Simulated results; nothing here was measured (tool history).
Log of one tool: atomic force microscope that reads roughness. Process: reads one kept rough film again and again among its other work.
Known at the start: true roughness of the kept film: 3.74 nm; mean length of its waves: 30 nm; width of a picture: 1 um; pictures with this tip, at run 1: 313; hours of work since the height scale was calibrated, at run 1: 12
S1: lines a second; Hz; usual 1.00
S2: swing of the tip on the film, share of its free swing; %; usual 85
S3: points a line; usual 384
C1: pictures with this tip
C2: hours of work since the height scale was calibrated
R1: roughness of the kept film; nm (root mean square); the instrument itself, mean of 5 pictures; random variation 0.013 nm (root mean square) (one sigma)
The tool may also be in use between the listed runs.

run   hour    S1  S2   S3   C1   C2     R1
  1    0.0  1.00  85  384  313   12  2.431
  2   20.2  1.00  85  636  326   20  2.426
  3   37.4  1.00  85  384  338   28  2.393
  4   64.9  1.00  85  384  356   39  2.365
  5   92.3  1.39  85  384  374   51  2.245
  6  108.3  1.00  85  975  385   58  2.359
     115.3  -- new tip fitted
  7  125.5  1.00  85  975    7   65  2.952
  8  151.6  1.00  85  975   24   76  2.930
  9  168.2  1.00  85  975   35   83  2.885
 10  185.4  1.00  85  975   46   90  2.879
 11  207.9  1.00  85  975   61  100  2.849
 12  227.1  1.00  85  975   74  108  2.809
 13  247.6  1.00  75  975   88  117  2.906
 14  267.8  1.00  75  975  101  125  2.901
 15  284.8  1.00  79  384  112  133  2.808
 16  296.5  1.00  79  384  120  138  2.781
 17  310.8  1.00  85  384  130  144  2.708
 18  322.9  1.00  85  384  138  149  2.687
 19  348.6  1.00  85  384  155  160  2.671
 20  360.0  1.00  85  384  162  165  2.638
 21  375.4  1.00  85  384  172  171  2.628
 22  403.0  1.00  85  384  191  183  2.596
 23  427.7  1.00  85  384  207  194  2.575
 24  446.4  1.00  85  384  219  202  2.554
 25  469.8  1.00  85  564  235  212  2.543
 26  485.4  1.00  85  564  245  218  2.529
 27  505.9  1.00  85  564  259  227  2.500

Run 28 comes next. What will it give?
 28  527.3  1.22  75  564  273  236   ?

R1: 2.553 nm (root mean square)
Without the tool's hidden state the same run would have given R1 3.083 nm (root mean square).
